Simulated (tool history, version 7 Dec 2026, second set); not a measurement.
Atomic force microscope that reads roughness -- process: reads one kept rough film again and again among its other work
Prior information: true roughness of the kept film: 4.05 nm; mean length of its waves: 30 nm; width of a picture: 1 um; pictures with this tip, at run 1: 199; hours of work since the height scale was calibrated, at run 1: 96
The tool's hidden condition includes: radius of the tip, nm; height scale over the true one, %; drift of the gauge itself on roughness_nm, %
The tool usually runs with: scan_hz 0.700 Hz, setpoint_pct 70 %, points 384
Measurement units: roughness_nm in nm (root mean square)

| run | hour | scan_hz | setpoint_pct | points | pictures with this tip | hours of work since the height scale was calibrated | roughness_nm |
|---|---|---|---|---|---|---|---|
| 1 | 0.0 | 0.700 | 70 | 384 | 199 | 96 | 3.512 |
| 2 | 21.7 | 0.700 | 70 | 384 | 217 | 105 | 3.549 |
|  | 40.2 | new tip fitted |
| 3 | 43.5 | 0.700 | 70 | 384 | 3 | 114 | 3.533 |
| 4 | 77.1 | 0.700 | 70 | 384 | 31 | 129 | 3.526 |
| 5 | 99.6 | 0.700 | 70 | 384 | 50 | 138 | 3.533 |
| 6 | 141.7 | 0.700 | 70 | 384 | 85 | 156 | 3.512 |
| 7 | 169.0 | 0.700 | 70 | 384 | 108 | 168 | 3.546 |
| 8 | 194.8 | 2.486 | 56 | 384 | 130 | 179 | 3.501 |
| 9 | 235.6 | 2.554 | 70 | 402 | 164 | 196 | 3.408 |
| 10 | 281.1 | 2.554 | 70 | 402 | 203 | 216 | 3.413 |
| 11 | 305.2 | 2.554 | 70 | 280 | 223 | 226 | 3.375 |
|  | 315.7 | new tip fitted |
| 12 | 331.6 | 0.677 | 72 | 280 | 14 | 237 | 3.496 |

Alternative continuations, all from the tool just after run 12; predict every row:
| A | 373.9 | 0.677 | 77 | 280 | 49 | 255 | ? |
| B | 373.9 | 0.677 | 82 | 659 | 49 | 255 | ? |
| C | 373.9 | 2.112 | 70 | 384 | 49 | 255 | ? |
| D | 373.9 | 2.646 | 72 | 432 | 49 | 255 | ? |
| E | 373.9 | 0.677 | 83 | 280 | 49 | 255 | ? |

| run | roughness_nm |
|---|---|
| A | 3.489 |
| B | 3.484 |
| C | 3.417 |
| D | 3.373 |
| E | 3.473 |
With no hidden state in the tool, these same runs would have given:
| run | roughness_nm |
|---|---|
| A | 3.490 |
| B | 3.486 |
| C | 3.418 |
| D | 3.375 |
| E | 3.474 |
